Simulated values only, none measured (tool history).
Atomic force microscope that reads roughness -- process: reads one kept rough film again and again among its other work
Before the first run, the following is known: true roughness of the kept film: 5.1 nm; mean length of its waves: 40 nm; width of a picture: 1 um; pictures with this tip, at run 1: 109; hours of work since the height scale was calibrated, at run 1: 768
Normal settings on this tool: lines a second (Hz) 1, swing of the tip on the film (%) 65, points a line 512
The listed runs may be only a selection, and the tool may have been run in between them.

run     day  lines a second (Hz)  swing of the tip on the film (%)  points a line  pictures with this tip  hours of work since the height scale was calibrated  roughness of the kept film (nm (root mean square))
  1       0                    1                                65            512                     109                                                  768                                               4.013
  2   0.962                    1                                65            512                     141                                                  785                                               3.903
      1.858  -- new tip fitted
  3   2.242                    1                                65            512                      13                                                  807                                               4.448
  4   3.525                    1                                71            512                      57                                                  829                                               4.117
  5   4.192                 1.46                                65            512                      79                                                  841                                               3.954
  6   4.962                    1                                59            512                     105                                                  854                                               4.062
  7    6.15                 1.98                                59            412                     145                                                  875                                               3.729
      6.921  -- new tip fitted
  8   7.417                 3.67                                59            784                      17                                                  897                                               4.132
  9     8.1                 3.67                                59            784                      40                                                  908                                               4.018
 10   8.779                 1.88                                75            973                      63                                                  920                                               3.719
 11   9.667                 0.57                                85            553                      93                                                  936                                               3.939
 12  10.554                  0.6                                60            551                     123                                                  951                                               4.004

Here are 4 independent what-if runs from the current tool condition. What would each one return?
  A  11.5                 0.85                                84            295                     154                                                  968                                                   ?
  B  11.5                    1                                77            512                     154                                                  968                                                   ?
  C  11.5                    1                                90            505                     154                                                  968                                                   ?
  D  11.5                  3.6                                69            551                     154                                                  968                                                   ?

run  roughness of the kept film (nm (root mean square))
  A                                               3.549
  B                                                3.62
  C                                               3.339
  D                                               3.243
Had the tool no hidden state, the same runs would have come out as:
run  roughness of the kept film (nm (root mean square))
  A                                               4.298
  B                                               4.386
  C                                               4.045
  D                                               3.928

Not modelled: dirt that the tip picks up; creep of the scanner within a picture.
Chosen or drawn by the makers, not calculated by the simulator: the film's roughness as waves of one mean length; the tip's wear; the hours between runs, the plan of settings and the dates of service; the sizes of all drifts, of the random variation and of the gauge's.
